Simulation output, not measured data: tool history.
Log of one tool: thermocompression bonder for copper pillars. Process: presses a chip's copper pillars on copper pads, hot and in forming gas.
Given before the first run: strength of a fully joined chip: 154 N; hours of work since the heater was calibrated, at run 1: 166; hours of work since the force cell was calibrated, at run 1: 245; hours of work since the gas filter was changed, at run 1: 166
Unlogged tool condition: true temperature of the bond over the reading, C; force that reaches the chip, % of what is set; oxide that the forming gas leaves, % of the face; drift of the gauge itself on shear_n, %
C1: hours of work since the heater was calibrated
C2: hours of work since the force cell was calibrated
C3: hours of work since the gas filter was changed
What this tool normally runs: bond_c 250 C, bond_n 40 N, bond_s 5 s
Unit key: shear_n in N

{"run": 1, "hour": 0.0, "bond_c": 250, "bond_n": 40, "bond_s": 5, "C1": 166, "C2": 245, "C3": 166, "shear_n": 64.5}
{"run": 2, "hour": 16.8, "bond_c": 250, "bond_n": 40, "bond_s": 5, "C1": 175, "C2": 254, "C3": 175, "shear_n": 64.5}
{"hour": 25.1, "done": "forming gas filter changed"}
{"run": 3, "hour": 33.9, "bond_c": 250, "bond_n": 40, "bond_s": 5, "C1": 184, "C2": 263, "C3": 5, "shear_n": 65.8}
{"run": 4, "hour": 44.8, "bond_c": 250, "bond_n": 40, "bond_s": 5, "C1": 190, "C2": 269, "C3": 11, "shear_n": 66.6}
{"run": 5, "hour": 64.3, "bond_c": 227, "bond_n": 40, "bond_s": 5, "C1": 201, "C2": 280, "C3": 21, "shear_n": 41.8}
{"run": 6, "hour": 89.8, "bond_c": 227, "bond_n": 40, "bond_s": 5, "C1": 215, "C2": 293, "C3": 35, "shear_n": 41.7}
{"run": 7, "hour": 107.1, "bond_c": 227, "bond_n": 40, "bond_s": 5, "C1": 224, "C2": 303, "C3": 45, "shear_n": 41.3}
{"run": 8, "hour": 132.3, "bond_c": 250, "bond_n": 37, "bond_s": 5, "C1": 238, "C2": 317, "C3": 59, "shear_n": 60.8}
{"run": 9, "hour": 145.0, "bond_c": 250, "bond_n": 37, "bond_s": 5, "C1": 245, "C2": 324, "C3": 66, "shear_n": 58.7}
{"run": 10, "hour": 159.7, "bond_c": 250, "bond_n": 37, "bond_s": 3, "C1": 253, "C2": 332, "C3": 74, "shear_n": 50.5}
{"run": 11, "hour": 183.3, "bond_c": 250, "bond_n": 57, "bond_s": 5, "C1": 266, "C2": 345, "C3": 86, "shear_n": 90.3}
{"run": 12, "hour": 195.9, "bond_c": 250, "bond_n": 40, "bond_s": 5, "C1": 273, "C2": 351, "C3": 93, "shear_n": 67.8}
{"run": 13, "hour": 213.0, "bond_c": 250, "bond_n": 40, "bond_s": 5, "C1": 282, "C2": 361, "C3": 103, "shear_n": 66.8}
{"run": 14, "hour": 234.9, "bond_c": 250, "bond_n": 40, "bond_s": 5, "C1": 294, "C2": 373, "C3": 115, "shear_n": 65.7}
{"run": 15, "hour": 252.4, "bond_c": 250, "bond_n": 40, "bond_s": 5, "C1": 304, "C2": 382, "C3": 124, "shear_n": 65.6}
{"run": 16, "hour": 270.5, "bond_c": 250, "bond_n": 40, "bond_s": 5, "C1": 314, "C2": 392, "C3": 134, "shear_n": 64.8}
{"run": 17, "hour": 292.5, "bond_c": 250, "bond_n": 40, "bond_s": 5, "C1": 326, "C2": 404, "C3": 146, "shear_n": 65}
{"run": 18, "hour": 313.5, "bond_c": 250, "bond_n": 40, "bond_s": 5, "C1": 337, "C2": 416, "C3": 158, "shear_n": 65.4}
{"run": 19, "hour": 334.7, "bond_c": 250, "bond_n": 40, "bond_s": 5, "C1": 349, "C2": 427, "C3": 169, "shear_n": 66.3}
{"hour": 355.1, "done": "forming gas filter changed"}
{"run": 20, "hour": 355.5, "bond_c": 250, "bond_n": 40, "bond_s": 5, "C1": 360, "C2": 438, "C3": 0, "shear_n": 65.6}
{"run": 21, "hour": 371.9, "bond_c": 236, "bond_n": 36, "bond_s": 5, "C1": 369, "C2": 447, "C3": 9, "shear_n": 44.8}
{"run": 22, "hour": 397.5, "bond_c": 262, "bond_n": 48, "bond_s": 4, "C1": 383, "C2": 461, "C3": 23, "shear_n": 88.6}
{"run": 23, "hour": 416.6, "bond_c": 262, "bond_n": 48, "bond_s": 4, "C1": 393, "C2": 472, "C3": 34, "shear_n": 87.5}
{"run": 24, "hour": 439.6, "bond_c": 262, "bond_n": 48, "bond_s": 5, "C1": 406, "C2": 484, "C3": 46, "shear_n": 94.2}
{"run": 25, "hour": 459.3, "bond_c": 250, "bond_n": 37, "bond_s": 5, "C1": 417, "C2": 495, "C3": 57, "shear_n": 60.2}
{"run": 26, "hour": 478.6, "bond_c": 268, "bond_n": 40, "bond_s": 5, "C1": 427, "C2": 506, "C3": 68, "shear_n": 86.3}
{"run": 27, "hour": 501.9, "bond_c": 255, "bond_n": 50, "bond_s": 5, "C1": 440, "C2": 518, "C3": 80, "shear_n": 88.9}
{"run": 28, "hour": 524.9, "bond_c": 241, "bond_n": 46, "bond_s": 10, "C1": 452, "C2": 531, "C3": 93, "shear_n": 80.7}
{"run": 29, "hour": 549.9, "bond_c": 250, "bond_n": 40, "bond_s": 4, "C1": 466, "C2": 545, "C3": 106, "shear_n": 59.7}
{"run": 30, "hour": 574.1, "bond_c": 250, "bond_n": 27, "bond_s": 10, "C1": 479, "C2": 558, "C3": 120, "shear_n": 56.7}

Predict the results of run 31:
{"run": 31, "hour": 592.8, "bond_c": 248, "bond_n": 50, "bond_s": 14, "C1": 490, "C2": 568, "C3": 130, "shear_n": "?"}

Run 31 yielded shear_n 110 N.
With the hidden condition absent and the run-to-run variation left alone, this run would have shown shear_n 110.5 N.
